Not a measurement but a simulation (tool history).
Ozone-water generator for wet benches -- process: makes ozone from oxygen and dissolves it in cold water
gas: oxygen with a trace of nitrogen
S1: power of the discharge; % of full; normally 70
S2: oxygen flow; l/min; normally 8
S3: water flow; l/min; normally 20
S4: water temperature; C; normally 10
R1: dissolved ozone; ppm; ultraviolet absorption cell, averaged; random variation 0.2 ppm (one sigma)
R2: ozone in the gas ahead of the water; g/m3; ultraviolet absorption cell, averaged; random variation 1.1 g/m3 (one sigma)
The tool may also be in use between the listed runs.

run	hour	S1	S2	S3	S4	R1	R2
1	0	70	8	20	10	26.1	201.6
2	27	70	8	20	5	28.4	203.7
3	91.1	70	8	20	5	28.2	201.5
4	141.6	70	8	20	5	28.5	200.9
5	193	70	8	20	9	26.6	202.2
6	231.8	70	8	31	10	18	199.8
7	261.5	70	8	31	10	18.1	199.1
8	309.9	70	8	31	10	18.1	201.6
9	367.3	70	8	31	10	18.3	201.2
10	427	84	8	31	10	20.5	226.6
11	485.6	84	11.65	17	12	28.6	174.6
12	540.3	43	8	29	13	13.3	144.8
13	593.2	43	8	29	13	13.4	144.8
14	636.7	44	5.51	20	10	20.3	191.8
15	685.5	44	5.51	14	15	24.8	193.6
16	747.9	44	5.51	14	15	24.6	190.4
17	784.3	44	5.51	31	11	13.1	190.7
18	847.3	44	5.51	31	11	13.2	189.7

Forecast each of these 5 alternatives for the next run:
A	874.2	70	8.82	12	8	?	?
B	874.2	41	5.74	20	7	?	?
C	874.2	65	10.36	31	15	?	?
D	874.2	70	8	20	16	?	?
E	874.2	70	7.05	22	9	?	?

run	R1	R2
A	36.2	186.5
B	19.9	177.2
C	15.4	158.9
D	23.1	197.8
E	24.7	219.4
Take away the tool's hidden state, keep each run's random variation, and the runs would have read:
run	R1	R2
A	39.8	190.2
B	22	179.5
C	17.3	162
D	25.7	201.8
E	27.5	223.8

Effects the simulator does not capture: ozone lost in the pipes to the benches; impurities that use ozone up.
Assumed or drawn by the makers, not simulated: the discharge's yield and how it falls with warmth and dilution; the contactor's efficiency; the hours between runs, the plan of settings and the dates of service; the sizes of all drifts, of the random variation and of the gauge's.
